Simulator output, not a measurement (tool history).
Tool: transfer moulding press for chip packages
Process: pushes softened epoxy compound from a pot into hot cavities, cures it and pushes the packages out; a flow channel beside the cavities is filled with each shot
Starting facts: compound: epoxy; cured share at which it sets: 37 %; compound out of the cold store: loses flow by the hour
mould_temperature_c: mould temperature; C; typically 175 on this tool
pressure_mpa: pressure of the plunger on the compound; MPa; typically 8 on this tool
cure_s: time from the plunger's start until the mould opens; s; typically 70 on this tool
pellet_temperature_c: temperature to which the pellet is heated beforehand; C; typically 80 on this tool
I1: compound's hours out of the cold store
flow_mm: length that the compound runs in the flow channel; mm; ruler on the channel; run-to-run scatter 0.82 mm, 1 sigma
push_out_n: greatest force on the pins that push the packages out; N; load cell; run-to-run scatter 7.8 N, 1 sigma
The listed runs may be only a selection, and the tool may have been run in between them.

run 1 hour=0 | mould_temperature_c=175 pressure_mpa=8 cure_s=70 pellet_temperature_c=80 | I1=27.7 | flow_mm=590.7 push_out_n=437
-- hour=5.9 cavities cleaned with cleaning compound and waxed
run 2 hour=48.5 | mould_temperature_c=175 pressure_mpa=8 cure_s=70 pellet_temperature_c=80 | I1=21.1 | flow_mm=607.6 push_out_n=436
-- hour=56.2 cavities cleaned with cleaning compound and waxed
-- hour=84.6 plunger's sealing rings changed
-- hour=110.5 cavities cleaned with cleaning compound and waxed
run 3 hour=121.7 | mould_temperature_c=175 pressure_mpa=8 cure_s=70 pellet_temperature_c=80 | I1=47.9 | flow_mm=540.8 push_out_n=365
-- hour=159.5 cavities cleaned with cleaning compound and waxed
run 4 hour=187.3 | mould_temperature_c=175 pressure_mpa=8 cure_s=70 pellet_temperature_c=80 | I1=40 | flow_mm=557.7 push_out_n=380
-- hour=211.9 cavities cleaned with cleaning compound and waxed
-- hour=261.2 cavities cleaned with cleaning compound and waxed
-- hour=279 plunger's sealing rings changed
run 5 hour=290.1 | mould_temperature_c=175 pressure_mpa=8 cure_s=70 pellet_temperature_c=80 | I1=44.7 | flow_mm=551.6 push_out_n=385
-- hour=311.8 cavities cleaned with cleaning compound and waxed
-- hour=328.7 mould's thermocouples calibrated
run 6 hour=333.4 | mould_temperature_c=175 pressure_mpa=8 cure_s=70 pellet_temperature_c=80 | I1=40 | flow_mm=561.1 push_out_n=394
-- hour=362.3 cavities cleaned with cleaning compound and waxed
-- hour=407.9 cavities cleaned with cleaning compound and waxed
run 7 hour=432.9 | mould_temperature_c=175 pressure_mpa=8 cure_s=70 pellet_temperature_c=86 | I1=27.3 | flow_mm=589.7 push_out_n=389
-- hour=453.8 cavities cleaned with cleaning compound and waxed
-- hour=469.8 plunger's sealing rings changed
-- hour=502.4 cavities cleaned with cleaning compound and waxed
run 8 hour=524.2 | mould_temperature_c=175 pressure_mpa=8 cure_s=70 pellet_temperature_c=73 | I1=17.1 | flow_mm=627.3 push_out_n=424
-- hour=550.7 cavities cleaned with cleaning compound and waxed
-- hour=599.5 cavities cleaned with cleaning compound and waxed
run 9 hour=603.6 | mould_temperature_c=175 pressure_mpa=8 cure_s=68 pellet_temperature_c=80 | I1=24.9 | flow_mm=599.4 push_out_n=372
-- hour=646.8 cavities cleaned with cleaning compound and waxed
-- hour=663.2 plunger's sealing rings changed
run 10 hour=684.5 | mould_temperature_c=175 pressure_mpa=8 cure_s=51 pellet_temperature_c=80 | I1=46.2 | flow_mm=544.7 push_out_n=790
-- hour=697.3 cavities cleaned with cleaning compound and waxed
-- hour=742.5 cavities cleaned with cleaning compound and waxed
run 11 hour=779.7 | mould_temperature_c=178 pressure_mpa=8 cure_s=75 pellet_temperature_c=78 | I1=35.2 | flow_mm=559.2 push_out_n=373
-- hour=789.3 cavities cleaned with cleaning compound and waxed
-- hour=836.6 cavities cleaned with cleaning compound and waxed
-- hour=854.6 plunger's sealing rings changed
run 12 hour=876.2 | mould_temperature_c=175 pressure_mpa=8.55 cure_s=70 pellet_temperature_c=80 | I1=16.5 | flow_mm=652.3 push_out_n=437
-- hour=885.6 cavities cleaned with cleaning compound and waxed
-- hour=935.5 mould's thermocouples calibrated
-- hour=937 cavities cleaned with cleaning compound and waxed
run 13 hour=974.7 | mould_temperature_c=171 pressure_mpa=8.55 cure_s=65 pellet_temperature_c=80 | I1=39 | flow_mm=589.9 push_out_n=569
-- hour=982.4 cavities cleaned with cleaning compound and waxed
-- hour=1028.7 cavities cleaned with cleaning compound and waxed
-- hour=1046.3 plunger's sealing rings changed
run 14 hour=1054.9 | mould_temperature_c=175 pressure_mpa=8 cure_s=70 pellet_temperature_c=83 | I1=41.4 | flow_mm=559.3 push_out_n=384
-- hour=1080.2 cavities cleaned with cleaning compound and waxed
run 15 hour=1108.8 | mould_temperature_c=175 pressure_mpa=6.85 cure_s=95 pellet_temperature_c=88 | I1=42.9 | flow_mm=509.1 push_out_n=334
-- hour=1131.1 cavities cleaned with cleaning compound and waxed
-- hour=1177.4 cavities cleaned with cleaning compound and waxed
run 16 hour=1194.4 | mould_temperature_c=175 pressure_mpa=6.85 cure_s=95 pellet_temperature_c=88 | I1=27.2 | flow_mm=543.9 push_out_n=330
-- hour=1222.5 cavities cleaned with cleaning compound and waxed
-- hour=1236.4 plunger's sealing rings changed
-- hour=1275.1 cavities cleaned with cleaning compound and waxed
run 17 hour=1276 | mould_temperature_c=175 pressure_mpa=6.85 cure_s=95 pellet_temperature_c=88 | I1=38.4 | flow_mm=523.6 push_out_n=279
-- hour=1321.2 cavities cleaned with cleaning compound and waxed
run 18 hour=1321.2 | mould_temperature_c=175 pressure_mpa=7.2 cure_s=70 pellet_temperature_c=80 | I1=20.8 | flow_mm=580.7 push_out_n=347
-- hour=1372.1 cavities cleaned with cleaning compound and waxed
run 19 hour=1391.2 | mould_temperature_c=171 pressure_mpa=8 cure_s=105 pellet_temperature_c=88 | I1=43.4 | flow_mm=556.9 push_out_n=337
-- hour=1425 plunger's sealing rings changed
-- hour=1426.5 cavities cleaned with cleaning compound and waxed
run 20 hour=1436.1 | mould_temperature_c=178 pressure_mpa=9.13 cure_s=56 pellet_temperature_c=74 | I1=8.8 | flow_mm=690.9 push_out_n=505

Alternative continuations, all from the tool just after run 20; predict every row:
-- hour=1471.7 cavities cleaned with cleaning compound and waxed
-- hour=1519.3 cavities cleaned with cleaning compound and waxed
run A hour=1526.2 | mould_temperature_c=178 pressure_mpa=9.13 cure_s=102 pellet_temperature_c=74 | I1=41.4 | flow_mm=? push_out_n=?
-- hour=1471.7 cavities cleaned with cleaning compound and waxed
-- hour=1519.3 cavities cleaned with cleaning compound and waxed
run B hour=1526.2 | mould_temperature_c=174 pressure_mpa=9.13 cure_s=56 pellet_temperature_c=81 | I1=44.3 | flow_mm=? push_out_n=?
-- hour=1471.7 cavities cleaned with cleaning compound and waxed
-- hour=1519.3 cavities cleaned with cleaning compound and waxed
run C hour=1526.2 | mould_temperature_c=178 pressure_mpa=8.48 cure_s=56 pellet_temperature_c=76 | I1=40.1 | flow_mm=? push_out_n=?
-- hour=1471.7 cavities cleaned with cleaning compound and waxed
-- hour=1519.3 cavities cleaned with cleaning compound and waxed
run D hour=1526.2 | mould_temperature_c=175 pressure_mpa=7.49 cure_s=70 pellet_temperature_c=80 | I1=41.5 | flow_mm=? push_out_n=?
-- hour=1471.7 cavities cleaned with cleaning compound and waxed
-- hour=1519.3 cavities cleaned with cleaning compound and waxed
run E hour=1526.2 | mould_temperature_c=177 pressure_mpa=8.94 cure_s=56 pellet_temperature_c=74 | I1=19.1 | flow_mm=? push_out_n=?

run=A flow_mm=585.4 push_out_n=299
run=B flow_mm=587.3 push_out_n=569
run=C flow_mm=567.1 push_out_n=435
run=D flow_mm=537.1 push_out_n=368
run=E flow_mm=646 push_out_n=529
Had the tool no hidden state, the same runs would have come out as:
run=A flow_mm=590.1 push_out_n=274
run=B flow_mm=591.9 push_out_n=504
run=C flow_mm=571.6 push_out_n=387
run=D flow_mm=541.3 push_out_n=331
run=E flow_mm=651.1 push_out_n=469
